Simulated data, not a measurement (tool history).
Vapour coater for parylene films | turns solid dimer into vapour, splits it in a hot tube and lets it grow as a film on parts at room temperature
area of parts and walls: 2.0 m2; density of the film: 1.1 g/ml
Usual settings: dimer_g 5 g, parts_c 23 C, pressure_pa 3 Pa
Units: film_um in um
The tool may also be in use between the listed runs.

run	hour	dimer_g	parts_c	pressure_pa	film_um
1	0	5	23	3	1.55
2	15.9	5	23	3	1.56
3	32.5	5	23	3	1.54
4	52.7	5	22	3	1.65
5	77.9	5	22	3	1.63
6	97.7	5	22	3	1.63
7	118.3	5	22	3	1.61
8	141.4	5	32	3	1.02
9	174.7	8	23	3	2.49
10	202.7	8	23	3	2.5
11	227.2	8	23	11.36	1.93
12	250.8	8	18	11.36	2.41
13	266.5	5	23	9.48	1.24
14	286.7	5	25	10.46	1.11
15	319.8	8	23	2.93	2.48
16	338	3	32	3.81	0.59
17	361.5	6	30	7.34	1.15
18	375.4	6	30	7.34	1.13
19	389.4	6	30	7.34	1.14
20	413.1	8	16	9.33	2.73

5 ways to go on from here, each from the tool as it stands after run 20. What would each give?
A	437.6	9	17	3.31	?
B	437.6	3	17	3.18	?
C	437.6	5	24	3	?
D	437.6	4	22	6.48	?
E	437.6	8	23	3	?

run	film_um
A	3.6
B	1.22
C	1.48
D	1.12
E	2.46
Without the tool's hidden state the same runs would have given:
run	film_um
A	3.59
B	1.21
C	1.47
D	1.12
E	2.46
